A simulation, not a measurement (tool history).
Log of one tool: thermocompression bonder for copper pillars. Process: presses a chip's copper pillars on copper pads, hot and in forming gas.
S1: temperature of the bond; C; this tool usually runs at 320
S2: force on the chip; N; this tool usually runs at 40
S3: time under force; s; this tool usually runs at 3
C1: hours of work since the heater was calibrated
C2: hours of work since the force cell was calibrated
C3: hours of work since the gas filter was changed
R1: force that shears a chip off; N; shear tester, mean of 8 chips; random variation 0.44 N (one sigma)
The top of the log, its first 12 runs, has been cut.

| run | hour | S1 | S2 | S3 | C1 | C2 | C3 | R1 |
|---|---|---|---|---|---|---|---|---|
|  | 713.9 | force cell calibrated |
| 13 | 721.9 | 320 | 55 | 5 | 798 | 5 | 174 | 104.3 |
| 14 | 785.5 | 320 | 40 | 3 | 839 | 47 | 216 | 71.9 |
| 15 | 859.1 | 320 | 40 | 5 | 887 | 95 | 264 | 84.3 |
| 16 | 923.3 | 313 | 40 | 3 | 929 | 137 | 306 | 65.9 |
|  | 957.1 | heater calibrated with a thermocouple chip |
| 17 | 964.1 | 320 | 40 | 3 | 5 | 162 | 331 | 65.5 |
| 18 | 1013.3 | 320 | 40 | 3 | 37 | 194 | 363 | 64.8 |
| 19 | 1057.3 | 320 | 28 | 3 | 65 | 223 | 392 | 48.3 |
| 20 | 1117.3 | 320 | 28 | 3 | 105 | 262 | 431 | 48.6 |
|  | 1162.5 | force cell calibrated, once more |
| 21 | 1181.5 | 320 | 28 | 3 | 146 | 12 | 472 | 43.8 |
|  | 1192.9 | forming gas filter changed |
| 22 | 1223.9 | 320 | 40 | 2 | 173 | 40 | 20 | 56.2 |
| 23 | 1270.5 | 330 | 49 | 2 | 204 | 70 | 51 | 74.1 |
| 24 | 1307.5 | 309 | 26 | 2 | 228 | 94 | 75 | 32.1 |

Forecast run 25:
| 25 | 1342.7 | 320 | 32 | 3 | 251 | 117 | 98 | ? |

{"run 25": {"R1": 54.6}}
With the hidden condition absent and the run-to-run variation left alone, this run would have shown R1 53.8 N.
